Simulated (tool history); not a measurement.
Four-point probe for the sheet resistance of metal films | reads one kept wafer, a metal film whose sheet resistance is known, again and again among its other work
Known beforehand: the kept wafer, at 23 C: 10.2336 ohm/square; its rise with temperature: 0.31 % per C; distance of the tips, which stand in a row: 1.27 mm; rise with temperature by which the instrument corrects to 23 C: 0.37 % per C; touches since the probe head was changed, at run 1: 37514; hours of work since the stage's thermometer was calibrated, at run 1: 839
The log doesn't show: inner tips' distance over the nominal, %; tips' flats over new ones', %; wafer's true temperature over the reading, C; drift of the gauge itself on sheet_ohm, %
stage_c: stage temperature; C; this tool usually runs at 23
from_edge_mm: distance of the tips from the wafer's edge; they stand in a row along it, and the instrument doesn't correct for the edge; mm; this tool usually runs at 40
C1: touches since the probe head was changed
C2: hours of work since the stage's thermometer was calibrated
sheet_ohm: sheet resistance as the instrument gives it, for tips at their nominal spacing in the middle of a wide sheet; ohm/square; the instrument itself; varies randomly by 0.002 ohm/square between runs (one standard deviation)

Run 1, day 0.000: usual settings; C1 37514; C2 839. Result: sheet_ohm 10.306568 ohm/square.
Run 2, day 1.742: usual settings; C1 38223; C2 872. Result: sheet_ohm 10.307120 ohm/square.
Run 3, day 3.217: usual settings; C1 38822; C2 900. Result: sheet_ohm 10.310856 ohm/square.
Run 4, day 5.117: usual settings; C1 39593; C2 936. Result: sheet_ohm 10.313369 ohm/square.
At day 5.271: stage's thermometer calibrated.
Run 5, day 7.433: usual settings; C1 40527; C2 41. Result: sheet_ohm 10.312052 ohm/square.
At day 9.304: stage's thermometer calibrated, once more.
Run 6, day 10.096: usual settings; C1 41601; C2 15. Result: sheet_ohm 10.311457 ohm/square.
Run 7, day 12.521: usual settings; C1 42586; C2 61. Result: sheet_ohm 10.308260 ohm/square.
Run 8, day 14.579: usual settings but stage_c 21 C, from_edge_mm 14 mm; C1 43423; C2 100. Result: sheet_ohm 10.361541 ohm/square.
Run 9, day 16.662: usual settings but stage_c 21 C, from_edge_mm 14 mm; C1 44270; C2 140. Result: sheet_ohm 10.369033 ohm/square.
Run 10, day 18.583: usual settings but stage_c 22 C, from_edge_mm 14 mm; C1 45051; C2 176. Result: sheet_ohm 10.360824 ohm/square.
Run 11, day 20.008: usual settings but stage_c 22 C, from_edge_mm 14 mm; C1 45630; C2 203. Result: sheet_ohm 10.363310 ohm/square.
Run 12, day 22.300: usual settings but stage_c 22 C, from_edge_mm 14 mm; C1 46562; C2 247. Result: sheet_ohm 10.359600 ohm/square.
Run 13, day 24.262: usual settings but stage_c 22 C, from_edge_mm 14 mm; C1 47360; C2 284. Result: sheet_ohm 10.362306 ohm/square.
Run 14, day 26.062: usual settings but stage_c 22 C, from_edge_mm 57 mm; C1 48090; C2 318. Result: sheet_ohm 10.322597 ohm/square.

3 ways to go on from here, each from the tool as it stands after run 14. What would each give?
Run A, day 27.196: usual settings but stage_c 33 C, from_edge_mm 27 mm; C1 48552; C2 340. Result: sheet_ohm ?.
Run B, day 27.196: usual settings but stage_c 26 C; C1 48552; C2 340. Result: sheet_ohm ?.
Run C, day 27.196: usual settings but stage_c 26 C, from_edge_mm 57 mm; C1 48552; C2 340. Result: sheet_ohm ?.

run  sheet_ohm
  A  10.267580
  B  10.302021
  C  10.298370
Stripped of hidden state, with their random variation kept, the same runs would have yielded:
run  sheet_ohm
  A  10.188700
  B  10.222875
  C  10.219251
